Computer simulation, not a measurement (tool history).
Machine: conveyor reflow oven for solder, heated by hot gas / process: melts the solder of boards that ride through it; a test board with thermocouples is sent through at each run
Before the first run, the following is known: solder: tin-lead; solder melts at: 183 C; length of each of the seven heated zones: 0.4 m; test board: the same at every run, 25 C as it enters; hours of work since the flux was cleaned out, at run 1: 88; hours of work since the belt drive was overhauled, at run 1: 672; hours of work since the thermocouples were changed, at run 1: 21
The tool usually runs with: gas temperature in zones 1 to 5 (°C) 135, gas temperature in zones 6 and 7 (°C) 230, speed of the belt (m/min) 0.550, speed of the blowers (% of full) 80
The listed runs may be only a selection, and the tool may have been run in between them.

run,hour,gas temperature in zones 1 to 5 (°C),gas temperature in zones 6 and 7 (°C),speed of the belt (m/min),speed of the blowers (% of full),hours of work since the flux was cleaned out,hours of work since the belt drive was overhauled,hours of work since the thermocouples were changed,highest temperature of the board (°C),time above the solder's melting point (s)
1,0.0,135,230,0.550,80,88,672,21,216.6,66.5
2,22.6,135,230,0.550,80,105,690,38,217.1,65.7
3,43.9,135,230,0.536,80,122,706,54,218.0,68.1
4,59.1,135,230,0.536,80,133,718,66,217.4,68.6
5,73.4,135,230,0.536,80,144,729,77,217.5,67.3
6,85.0,135,230,0.536,80,153,737,86,216.8,67.5
7,108.3,135,230,0.536,80,171,755,104,217.4,67.6
8,128.2,135,230,0.550,80,186,771,119,216.0,64.8
9,150.1,135,230,0.550,80,203,787,136,216.4,65.3
10,166.8,135,230,0.550,80,216,800,148,215.6,64.6
11,193.4,135,230,0.542,80,236,820,169,216.5,66.2
12,206.6,135,230,0.542,80,246,831,179,216.4,65.6
# hour 212.1: belt drive overhauled, speed set with a stopwatch
13,224.5,135,230,0.550,80,257,9,189,215.6,65.2
14,235.9,135,230,0.550,51,266,18,198,211.5,59.0
15,248.9,135,230,0.550,51,276,28,208,211.4,58.5
16,275.2,135,230,0.550,51,296,48,228,210.9,58.0
17,287.9,135,230,0.550,51,306,58,238,210.5,58.7

Run 18 is up next; what results do you expect?
18,302.9,145,230,0.600,66,317,70,250,?,?

Run 18 yielded highest temperature of the board (°C) 212.2, time above the solder's melting point (s) 59.8.
Were there no unlogged condition in the tool, this run, its random variation unchanged, would have produced highest temperature of the board (°C) 214.4, time above the solder's melting point (s) 60.8.

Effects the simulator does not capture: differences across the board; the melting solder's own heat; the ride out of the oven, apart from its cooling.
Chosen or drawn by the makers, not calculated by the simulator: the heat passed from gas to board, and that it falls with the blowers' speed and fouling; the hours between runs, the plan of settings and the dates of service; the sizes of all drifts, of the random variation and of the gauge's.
